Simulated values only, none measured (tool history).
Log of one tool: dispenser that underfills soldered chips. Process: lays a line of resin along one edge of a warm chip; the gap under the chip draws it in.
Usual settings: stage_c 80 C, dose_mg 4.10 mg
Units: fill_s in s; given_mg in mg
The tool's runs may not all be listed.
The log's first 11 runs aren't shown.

run	day	stage_c	dose_mg	fill_s	given_mg
12	2.967	94	4.10	19.8	4.019
# day 3.283: new syringe of resin
13	3.317	94	4.10	13.2	4.002
14	3.471	94	4.10	14.5	4.016
15	3.712	94	4.10	19.7	3.994
16	3.917	65	4.27	108.6	4.149
# day 4.021: dispensing valve cleaned and set on the balance
# day 4.083: new syringe of resin
17	4.304	65	4.27	64.1	4.256
18	4.504	87	4.24	27.0	4.223
19	4.658	88	3.90	31.9	3.878
# day 4.842: new syringe of resin
20	4.954	80	4.75	25.1	4.714
21	5.104	86	4.99	23.3	4.942
22	5.308	89	3.56	27.0	3.522
23	5.554	84	4.49	46.0	4.425
# day 5.600: new syringe of resin
24	5.796	74	4.10	40.1	4.034
25	5.954	70	3.85	59.9	3.783
26	6.279	72	4.05	78.6	3.977
# day 6.371: new syringe of resin
27	6.483	88	4.74	16.7	4.632
28	6.775	75	4.64	46.6	4.547
29	7.058	94	3.80	27.9	3.711
# day 7.121: new syringe of resin
30	7.412	85	4.08	25.7	3.977

4 ways to go on from here, each from the tool as it stands after run 30. What would each give?
# day 7.704: dispensing valve cleaned and set on the balance
A	7.754	85	4.71	?	?
# day 7.704: dispensing valve cleaned and set on the balance
B	7.754	93	4.50	?	?
# day 7.704: dispensing valve cleaned and set on the balance
C	7.754	67	4.08	?	?
# day 7.704: dispensing valve cleaned and set on the balance
D	7.754	86	4.08	?	?

run	fill_s	given_mg
A	35.7	4.716
B	24.6	4.508
C	92.1	4.088
D	35.2	4.084
Without the tool's hidden state the same runs would have given:
run	fill_s	given_mg
A	17.8	4.707
B	12.1	4.499
C	46.2	4.079
D	17.6	4.076
